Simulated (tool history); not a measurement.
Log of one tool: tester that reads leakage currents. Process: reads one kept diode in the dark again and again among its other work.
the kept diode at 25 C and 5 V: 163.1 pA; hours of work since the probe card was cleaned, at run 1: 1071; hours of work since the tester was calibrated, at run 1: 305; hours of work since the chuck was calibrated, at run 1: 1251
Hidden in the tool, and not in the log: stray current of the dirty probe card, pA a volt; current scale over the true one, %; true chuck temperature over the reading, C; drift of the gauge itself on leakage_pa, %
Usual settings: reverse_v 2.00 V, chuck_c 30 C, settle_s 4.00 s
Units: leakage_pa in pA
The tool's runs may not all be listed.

| run | day | reverse_v | chuck_c | settle_s | hours of work since the probe card was cleaned | hours of work since the tester was calibrated | hours of work since the chuck was calibrated | leakage_pa |
|---|---|---|---|---|---|---|---|---|
| 1 | 0.000 | 2.00 | 30 | 4.00 | 1071 | 305 | 1251 | 151.60 |
| 2 | 1.283 | 2.00 | 30 | 4.00 | 1087 | 321 | 1268 | 151.19 |
| 3 | 1.988 | 2.00 | 30 | 4.00 | 1096 | 330 | 1277 | 151.60 |
|  | 2.254 | chuck's temperature calibrated |
| 4 | 2.879 | 2.00 | 30 | 4.00 | 1107 | 340 | 8 | 151.48 |
| 5 | 3.950 | 2.00 | 30 | 4.00 | 1120 | 354 | 22 | 152.24 |
| 6 | 4.625 | 2.00 | 30 | 4.00 | 1129 | 363 | 30 | 151.78 |
| 7 | 5.317 | 2.00 | 30 | 4.00 | 1138 | 372 | 39 | 152.58 |
| 8 | 6.579 | 2.00 | 30 | 4.00 | 1154 | 388 | 55 | 152.11 |
| 9 | 7.808 | 2.00 | 30 | 4.00 | 1169 | 403 | 71 | 151.61 |
| 10 | 8.438 | 2.00 | 30 | 4.00 | 1177 | 411 | 79 | 151.68 |
| 11 | 9.696 | 2.00 | 30 | 4.00 | 1193 | 427 | 95 | 152.32 |
| 12 | 10.546 | 2.00 | 30 | 4.00 | 1204 | 438 | 106 | 151.41 |
| 13 | 11.567 | 2.00 | 30 | 4.00 | 1217 | 451 | 119 | 151.97 |
| 14 | 12.800 | 2.00 | 29 | 4.00 | 1233 | 467 | 134 | 140.23 |
| 15 | 13.879 | 2.00 | 29 | 4.00 | 1247 | 481 | 148 | 140.49 |
| 16 | 14.550 | 2.00 | 29 | 4.00 | 1255 | 489 | 157 | 140.55 |
| 17 | 15.367 | 2.00 | 30 | 4.00 | 1266 | 500 | 167 | 151.99 |
| 18 | 15.975 | 2.00 | 30 | 4.00 | 1273 | 507 | 175 | 152.23 |
| 19 | 16.588 | 2.00 | 30 | 4.00 | 1281 | 515 | 183 | 151.47 |
| 20 | 17.762 | 2.00 | 30 | 4.00 | 1296 | 530 | 198 | 151.49 |
| 21 | 18.546 | 1.78 | 22 | 4.00 | 1306 | 540 | 208 | 74.71 |
| 22 | 19.783 | 1.78 | 22 | 4.00 | 1322 | 556 | 223 | 74.82 |
| 23 | 20.638 | 4.49 | 22 | 7.04 | 1333 | 567 | 234 | 120.53 |
| 24 | 21.388 | 4.49 | 22 | 7.04 | 1342 | 576 | 244 | 121.10 |
| 25 | 22.346 | 7.38 | 30 | 0.98 | 1355 | 588 | 256 | 298.96 |
| 26 | 23.562 | 7.38 | 30 | 0.98 | 1370 | 604 | 271 | 300.63 |
| 27 | 24.833 | 7.79 | 47 | 1.00 | 1386 | 620 | 288 | 1090.31 |
| 28 | 25.500 | 7.79 | 47 | 1.00 | 1395 | 629 | 296 | 1092.50 |
| 29 | 26.329 | 7.79 | 47 | 1.00 | 1405 | 639 | 307 | 1096.67 |
| 30 | 27.583 | 3.38 | 37 | 1.06 | 1421 | 655 | 323 | 342.49 |
| 31 | 28.879 | 10.25 | 30 | 4.49 | 1438 | 672 | 339 | 350.80 |
|  | 29.425 | probe card cleaned and baked |
| 32 | 29.642 | 12.32 | 30 | 2.93 | 3 | 680 | 347 | 389.78 |
| 33 | 30.475 | 5.52 | 58 | 0.98 | 13 | 690 | 358 | 1957.71 |
| 34 | 31.150 | 5.52 | 58 | 0.98 | 22 | 699 | 366 | 1939.90 |
| 35 | 32.267 | 5.52 | 58 | 0.98 | 36 | 713 | 381 | 1941.52 |
| 36 | 32.971 | 5.52 | 58 | 0.98 | 45 | 722 | 390 | 1953.91 |
| 37 | 34.004 | 5.36 | 58 | 5.63 | 58 | 735 | 403 | 1909.19 |
| 38 | 34.879 | 1.53 | 21 | 1.75 | 69 | 747 | 414 | 63.51 |
| 39 | 35.462 | 6.24 | 30 | 4.00 | 77 | 754 | 421 | 273.49 |

3 ways to go on from here, each from the tool as it stands after run 39. What would each give?
| A | 36.638 | 1.86 | 30 | 4.00 | 92 | 769 | 436 | ? |
| B | 36.638 | 5.52 | 37 | 7.99 | 92 | 769 | 436 | ? |
| C | 36.638 | 2.00 | 40 | 0.79 | 92 | 769 | 436 | ? |

| run | leakage_pa |
|---|---|
| A | 146.70 |
| B | 438.52 |
| C | 326.11 |
Without the tool's hidden state the same runs would have given:
| run | leakage_pa |
|---|---|
| A | 146.84 |
| B | 438.92 |
| C | 326.40 |
